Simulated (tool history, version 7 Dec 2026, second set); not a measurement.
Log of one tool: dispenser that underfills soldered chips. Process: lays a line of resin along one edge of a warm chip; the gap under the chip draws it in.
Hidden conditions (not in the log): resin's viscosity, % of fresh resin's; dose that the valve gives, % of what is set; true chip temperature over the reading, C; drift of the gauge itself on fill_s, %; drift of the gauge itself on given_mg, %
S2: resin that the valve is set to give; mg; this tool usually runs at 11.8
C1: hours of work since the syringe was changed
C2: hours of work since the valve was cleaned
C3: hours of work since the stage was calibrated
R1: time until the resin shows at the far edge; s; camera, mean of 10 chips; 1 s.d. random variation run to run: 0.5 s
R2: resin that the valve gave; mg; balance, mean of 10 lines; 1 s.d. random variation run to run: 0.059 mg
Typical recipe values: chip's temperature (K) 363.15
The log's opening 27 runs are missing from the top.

run 28 hour=89.4 | chip's_temperature_(K)=356.15 S2=14.7 | C1=4 C2=60 C3=90 | R1=63.1 R2=14.35
run 29 hour=91.3 | chip's_temperature_(K)=366.15 S2=11.1 | C1=6 C2=62 C3=91 | R1=49.1 R2=10.79
-- hour=93.4 new syringe of resin
run 30 hour=95.8 | chip's_temperature_(K)=367.15 S2=12.9 | C1=2 C2=65 C3=95 | R1=36.5 R2=12.5
run 31 hour=99.9 | chip's_temperature_(K)=367.15 S2=12.9 | C1=5 C2=69 C3=98 | R1=44.4 R2=12.43
-- hour=102.9 new syringe of resin
run 32 hour=103.1 | chip's_temperature_(K)=367.15 S2=12.9 | C1=0 C2=71 C3=100 | R1=33.8 R2=12.54
run 33 hour=105.2 | chip's_temperature_(K)=367.15 S2=12.9 | C1=2 C2=72 C3=102 | R1=36.7 R2=12.39
run 34 hour=109 | chip's_temperature_(K)=362.15 S2=13.2 | C1=5 C2=76 C3=105 | R1=51.6 R2=12.69
-- hour=112.4 new syringe of resin
run 35 hour=112.7 | chip's_temperature_(K)=363.15 S2=10.4 | C1=0 C2=78 C3=107 | R1=40.6 R2=10.02

Each row is a separate what-if for the run after 35, all from the same tool condition, not one after another. Results?
run A hour=116.3 | chip's_temperature_(K)=350.15 S2=10.5 | C1=3 C2=81 C3=110 | R1=? R2=?
run B hour=116.3 | chip's_temperature_(K)=363.15 S2=11.3 | C1=3 C2=81 C3=110 | R1=? R2=?
run C hour=116.3 | chip's_temperature_(K)=372.15 S2=10.1 | C1=3 C2=81 C3=110 | R1=? R2=?

run=A R1=75.5 R2=10.06
run=B R1=45.6 R2=10.84
run=C R1=33.7 R2=9.68
The same runs, with their run-to-run variation unchanged, on a tool lacking any hidden condition would have given:
run=A R1=66.2 R2=10.45
run=B R1=40 R2=11.27
run=C R1=29.4 R2=10.06

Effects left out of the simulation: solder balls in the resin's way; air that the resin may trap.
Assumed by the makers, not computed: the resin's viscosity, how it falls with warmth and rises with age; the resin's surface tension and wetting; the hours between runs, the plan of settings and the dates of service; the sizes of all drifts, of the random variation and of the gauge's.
